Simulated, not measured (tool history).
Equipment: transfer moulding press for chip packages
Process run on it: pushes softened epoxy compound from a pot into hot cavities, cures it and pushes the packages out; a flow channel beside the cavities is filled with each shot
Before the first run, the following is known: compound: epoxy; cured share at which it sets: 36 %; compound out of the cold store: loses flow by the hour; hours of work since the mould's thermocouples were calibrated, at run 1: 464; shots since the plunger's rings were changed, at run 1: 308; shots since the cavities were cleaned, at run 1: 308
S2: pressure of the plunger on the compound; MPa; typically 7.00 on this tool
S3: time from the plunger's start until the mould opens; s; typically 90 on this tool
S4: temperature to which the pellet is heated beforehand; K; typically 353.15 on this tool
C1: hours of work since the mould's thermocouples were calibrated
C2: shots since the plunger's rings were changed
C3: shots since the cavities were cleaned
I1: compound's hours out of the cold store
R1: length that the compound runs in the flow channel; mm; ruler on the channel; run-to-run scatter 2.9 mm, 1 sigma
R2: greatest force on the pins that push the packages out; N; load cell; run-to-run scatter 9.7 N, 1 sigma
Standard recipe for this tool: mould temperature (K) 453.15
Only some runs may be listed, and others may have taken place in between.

run 1 hour=0.0 | mould_temperature_(K)=453.15 S2=7.00 S3=90 S4=353.15 | C1=464 C2=308 C3=308 | I1=39.0 | R1=557 R2=432
run 2 hour=26.7 | mould_temperature_(K)=453.15 S2=7.89 S3=90 S4=353.15 | C1=483 C2=722 C3=722 | I1=8.5 | R1=683 R2=455
-- hour=45.2 cavities cleaned with cleaning compound and waxed
run 3 hour=51.0 | mould_temperature_(K)=453.15 S2=7.89 S3=90 S4=353.15 | C1=499 C2=1074 C3=90 | I1=28.3 | R1=622 R2=440
run 4 hour=76.4 | mould_temperature_(K)=453.15 S2=7.00 S3=117 S4=353.15 | C1=518 C2=1467 C3=483 | I1=14.4 | R1=623 R2=350
run 5 hour=95.8 | mould_temperature_(K)=453.15 S2=7.00 S3=117 S4=353.15 | C1=532 C2=1766 C3=782 | I1=27.0 | R1=590 R2=387
-- hour=110.9 cavities cleaned with cleaning compound and waxed
run 6 hour=114.8 | mould_temperature_(K)=453.15 S2=7.00 S3=117 S4=353.15 | C1=544 C2=2036 C3=61 | I1=30.1 | R1=584 R2=369
run 7 hour=131.0 | mould_temperature_(K)=453.15 S2=7.00 S3=90 S4=353.15 | C1=556 C2=2287 C3=312 | I1=19.8 | R1=614 R2=456
run 8 hour=152.4 | mould_temperature_(K)=453.15 S2=7.00 S3=90 S4=353.15 | C1=571 C2=2618 C3=643 | I1=12.7 | R1=633 R2=451
-- hour=174.5 cavities cleaned with cleaning compound and waxed
run 9 hour=174.7 | mould_temperature_(K)=453.15 S2=7.00 S3=90 S4=353.15 | C1=586 C2=2938 C3=3 | I1=28.5 | R1=584 R2=426
run 10 hour=201.0 | mould_temperature_(K)=452.15 S2=7.00 S3=90 S4=353.15 | C1=605 C2=3345 C3=410 | I1=29.8 | R1=578 R2=437
run 11 hour=232.1 | mould_temperature_(K)=452.15 S2=7.00 S3=90 S4=353.15 | C1=627 C2=3825 C3=890 | I1=20.1 | R1=616 R2=462
-- hour=237.8 cavities cleaned with cleaning compound and waxed
run 12 hour=265.1 | mould_temperature_(K)=452.15 S2=7.00 S3=90 S4=353.15 | C1=650 C2=4312 C3=422 | I1=37.3 | R1=560 R2=444
run 13 hour=291.2 | mould_temperature_(K)=452.15 S2=7.00 S3=90 S4=353.15 | C1=668 C2=4715 C3=825 | I1=10.2 | R1=640 R2=470
-- hour=301.5 cavities cleaned with cleaning compound and waxed
run 14 hour=317.7 | mould_temperature_(K)=452.15 S2=7.00 S3=90 S4=353.15 | C1=686 C2=5102 C3=250 | I1=14.0 | R1=631 R2=471
run 15 hour=338.0 | mould_temperature_(K)=452.15 S2=7.00 S3=90 S4=353.15 | C1=701 C2=5416 C3=564 | I1=40.4 | R1=556 R2=451
-- hour=365.5 cavities cleaned with cleaning compound and waxed
run 16 hour=369.8 | mould_temperature_(K)=450.15 S2=7.00 S3=90 S4=353.15 | C1=723 C2=5884 C3=66 | I1=30.0 | R1=584 R2=529
run 17 hour=395.8 | mould_temperature_(K)=454.15 S2=7.00 S3=90 S4=353.15 | C1=741 C2=6286 C3=468 | I1=9.5 | R1=640 R2=446
-- hour=416.5 plunger's sealing rings changed
run 18 hour=422.2 | mould_temperature_(K)=447.15 S2=5.32 S3=86 S4=345.15 | C1=758 C2=88 C3=836 | I1=24.7 | R1=524 R2=745
-- hour=432.4 cavities cleaned with cleaning compound and waxed
run 19 hour=441.4 | mould_temperature_(K)=453.15 S2=7.22 S3=92 S4=353.15 | C1=771 C2=363 C3=140 | I1=24.1 | R1=608 R2=429
-- hour=450.3 mould's thermocouples calibrated
run 20 hour=462.5 | mould_temperature_(K)=453.15 S2=7.22 S3=92 S4=353.15 | C1=9 C2=657 C3=434 | I1=23.5 | R1=612 R2=428
run 21 hour=481.6 | mould_temperature_(K)=453.15 S2=7.22 S3=92 S4=353.15 | C1=22 C2=952 C3=729 | I1=38.2 | R1=564 R2=421
-- hour=498.9 cavities cleaned with cleaning compound and waxed
run 22 hour=499.6 | mould_temperature_(K)=451.15 S2=7.00 S3=90 S4=359.15 | C1=34 C2=1208 C3=11 | I1=47.9 | R1=532 R2=443
run 23 hour=518.2 | mould_temperature_(K)=448.15 S2=7.00 S3=74 S4=353.15 | C1=48 C2=1494 C3=297 | I1=33.6 | R1=578 R2=881
run 24 hour=548.3 | mould_temperature_(K)=457.15 S2=7.40 S3=83 S4=361.15 | C1=69 C2=1960 C3=763 | I1=21.7 | R1=613 R2=418
-- hour=563.9 cavities cleaned with cleaning compound and waxed
run 25 hour=564.6 | mould_temperature_(K)=454.15 S2=8.56 S3=75 S4=355.15 | C1=80 C2=2189 C3=12 | I1=46.2 | R1=593 R2=536
run 26 hour=588.1 | mould_temperature_(K)=454.15 S2=8.56 S3=75 S4=355.15 | C1=97 C2=2551 C3=374 | I1=17.8 | R1=685 R2=610
run 27 hour=602.0 | mould_temperature_(K)=454.15 S2=8.56 S3=75 S4=355.15 | C1=107 C2=2767 C3=590 | I1=46.5 | R1=586 R2=552
run 28 hour=618.2 | mould_temperature_(K)=454.15 S2=8.56 S3=75 S4=355.15 | C1=118 C2=3018 C3=841 | I1=39.0 | R1=609 R2=587
-- hour=628.8 cavities cleaned with cleaning compound and waxed
run 29 hour=640.3 | mould_temperature_(K)=445.15 S2=7.00 S3=123 S4=347.15 | C1=133 C2=3335 C3=177 | I1=9.3 | R1=658 R2=420

Across each entry between runs, compare the hidden state at the last listed run before it with the hidden state at the first listed run after it:
Run 2 -> run 3: cavities cleaned with cleaning compound and waxed (hour 45.2)
  pressure that reaches the compound, % of what is set: 99.96 -> 99.95; grip of the stained cavities, % over clean ones': 1.3 -> 0.3
  measured result minus the result with no hidden state, R2: +6 -> +1 N
Run 5 -> run 6: cavities cleaned with cleaning compound and waxed (hour 110.9)
  pressure that reaches the compound, % of what is set: 99.92 -> 99.91; grip of the stained cavities, % over clean ones': 1.5 -> 0.2
  measured result minus the result with no hidden state, R2: +6 -> +1 N
Run 8 -> run 9: cavities cleaned with cleaning compound and waxed (hour 174.5)
  pressure that reaches the compound, % of what is set: 99.88 -> 99.87; grip of the stained cavities, % over clean ones': 1.3 -> 0
  measured result minus the result with no hidden state, R2: +6 -> +0 N
Run 11 -> run 12: cavities cleaned with cleaning compound and waxed (hour 237.8)
  pressure that reaches the compound, % of what is set: 99.83 -> 99.81; grip of the stained cavities, % over clean ones': 1.5 -> 1
  measured result minus the result with no hidden state, R2: +7 -> +4 N
Run 13 -> run 14: cavities cleaned with cleaning compound and waxed (hour 301.5)
  pressure that reaches the compound, % of what is set: 99.79 -> 99.78; grip of the stained cavities, % over clean ones': 1.5 -> 0.7
  measured result minus the result with no hidden state, R2: +6 -> +3 N
Run 15 -> run 16: cavities cleaned with cleaning compound and waxed (hour 365.5)
  pressure that reaches the compound, % of what is set: 99.76 -> 99.74; grip of the stained cavities, % over clean ones': 1.2 -> 0.3
  measured result minus the result with no hidden state, R2: +5 -> +1 N
Run 17 -> run 18: plunger's sealing rings changed (hour 416.5)
  pressure that reaches the compound, % of what is set: 99.73 -> 99.99; grip of the stained cavities, % over clean ones': 1.1 -> 1.5
  measured result minus the result with no hidden state, R2: +4 -> +10 N
Run 18 -> run 19: cavities cleaned with cleaning compound and waxed (hour 432.4)
  pressure that reaches the compound, % of what is set: 99.99 -> 99.98; grip of the stained cavities, % over clean ones': 1.5 -> 0.4
  measured result minus the result with no hidden state, R2: +10 -> +2 N
Run 19 -> run 20: mould's thermocouples calibrated (hour 450.3)
  true mould temperature over the reading, C: 0.02 -> 0; pressure that reaches the compound, % of what is set: 99.98 -> 99.97; grip of the stained cavities, % over clean ones': 0.4 -> 1
  measured result minus the result with no hidden state, R2: +2 -> +4 N
Run 21 -> run 22: cavities cleaned with cleaning compound and waxed (hour 498.9)
  pressure that reaches the compound, % of what is set: 99.96 -> 99.95; grip of the stained cavities, % over clean ones': 1.4 -> 0
  measured result minus the result with no hidden state, R2: +5 -> +0 N
Run 24 -> run 25: cavities cleaned with cleaning compound and waxed (hour 563.9)
  pressure that reaches the compound, % of what is set: 99.92 -> 99.91; grip of the stained cavities, % over clean ones': 1.5 -> 0.1
  measured result minus the result with no hidden state, R2: +6 -> +1 N
Run 28 -> run 29: cavities cleaned with cleaning compound and waxed (hour 628.8)
  pressure that reaches the compound, % of what is set: 99.87 -> 99.86; grip of the stained cavities, % over clean ones': 1.6 -> 0.5
  measured result minus the result with no hidden state, R2: +9 -> +2 N
